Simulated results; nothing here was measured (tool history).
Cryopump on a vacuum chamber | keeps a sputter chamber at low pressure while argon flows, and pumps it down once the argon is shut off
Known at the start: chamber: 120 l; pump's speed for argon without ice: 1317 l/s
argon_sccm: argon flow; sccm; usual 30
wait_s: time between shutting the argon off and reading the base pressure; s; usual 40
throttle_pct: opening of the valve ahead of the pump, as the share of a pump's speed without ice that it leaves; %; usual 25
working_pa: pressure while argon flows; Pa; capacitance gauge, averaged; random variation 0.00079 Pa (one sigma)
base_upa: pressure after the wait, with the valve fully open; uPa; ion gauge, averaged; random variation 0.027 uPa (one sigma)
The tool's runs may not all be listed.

| run | day | argon_sccm | wait_s | throttle_pct | working_pa | base_upa |
|---|---|---|---|---|---|---|
| 1 | 0 | 30 | 40 | 25 | 0.1558 | 1.99 |
| 2 | 2.379 | 30 | 40 | 25 | 0.1555 | 2.02 |
| 3 | 4.471 | 30 | 40 | 25 | 0.1557 | 2.14 |
| 4 | 8.788 | 30 | 40 | 25 | 0.157 | 2.25 |
| 5 | 12.225 | 30 | 40 | 25 | 0.1575 | 2.3 |
| 6 | 14.858 | 30 | 40 | 25 | 0.1575 | 2.45 |
| 7 | 19.342 | 30 | 40 | 25 | 0.1585 | 2.59 |
| 8 | 21.179 | 30 | 40 | 25 | 0.159 | 2.53 |
| 9 | 24.871 | 32 | 40 | 25 | 0.1698 | 2.75 |
| 10 | 28.483 | 32 | 40 | 25 | 0.172 | 2.86 |
| 11 | 31.312 | 47 | 40 | 25 | 0.2517 | 2.85 |
| 12 | 34.317 | 47 | 40 | 25 | 0.2526 | 3.07 |
| 13 | 37.821 | 30 | 40 | 25 | 0.1626 | 3.05 |
| 14 | 41.996 | 30 | 40 | 25 | 0.1643 | 3.29 |
| 15 | 44.254 | 30 | 40 | 25 | 0.1633 | 3.32 |
| 16 | 48.617 | 30 | 40 | 25 | 0.1656 | 3.49 |
| 17 | 51.942 | 30 | 40 | 18 | 0.2251 | 3.64 |
|  | 54.438 | pump warmed up, emptied and cooled again |
| 18 | 56.417 | 30 | 207 | 25 | 0.1553 | 2.34 |
| 19 | 60.692 | 34 | 40 | 25 | 0.1762 | 3.34 |
| 20 | 64.996 | 28 | 82 | 41 | 0.0904 | 2.94 |
| 21 | 68.388 | 23 | 256 | 41 | 0.075 | 2.8 |
|  | 70.9 | leaking fittings of the chamber tightened, without venting |
| 22 | 71.075 | 41 | 81 | 17 | 0.3148 | 0.74 |
| 23 | 73.358 | 41 | 81 | 17 | 0.3147 | 0.81 |
| 24 | 77.042 | 41 | 81 | 17 | 0.3136 | 0.95 |
| 25 | 79.854 | 27 | 39 | 46 | 0.0809 | 1.49 |
| 26 | 82.854 | 42 | 40 | 16 | 0.345 | 1.54 |
| 27 | 85.433 | 42 | 40 | 16 | 0.3445 | 1.6 |
| 28 | 89.167 | 14 | 40 | 25 | 0.0758 | 1.75 |
| 29 | 92.404 | 30 | 65 | 25 | 0.1605 | 1.38 |
| 30 | 94.638 | 21 | 22 | 57 | 0.0536 | 2.7 |
| 31 | 97.104 | 21 | 22 | 57 | 0.0539 | 2.74 |
| 32 | 101.167 | 53 | 83 | 28 | 0.2586 | 1.5 |
| 33 | 104.412 | 22 | 44 | 23 | 0.1298 | 2 |

Forecast each of these 4 alternatives for the next run:
| A | 106.554 | 14 | 50 | 25 | ? | ? |
| B | 106.554 | 18 | 203 | 31 | ? | ? |
| C | 106.554 | 45 | 70 | 28 | ? | ? |
| D | 106.554 | 46 | 145 | 25 | ? | ? |

| run | working_pa | base_upa |
|---|---|---|
| A | 0.077 | 1.96 |
| B | 0.0821 | 1.4 |
| C | 0.2226 | 1.77 |
| D | 0.2533 | 1.45 |
Without the tool's hidden state the same runs would have given:
| run | working_pa | base_upa |
|---|---|---|
| A | 0.0719 | 1.02 |
| B | 0.0755 | 0.41 |
| C | 0.2063 | 0.82 |
| D | 0.2365 | 0.48 |

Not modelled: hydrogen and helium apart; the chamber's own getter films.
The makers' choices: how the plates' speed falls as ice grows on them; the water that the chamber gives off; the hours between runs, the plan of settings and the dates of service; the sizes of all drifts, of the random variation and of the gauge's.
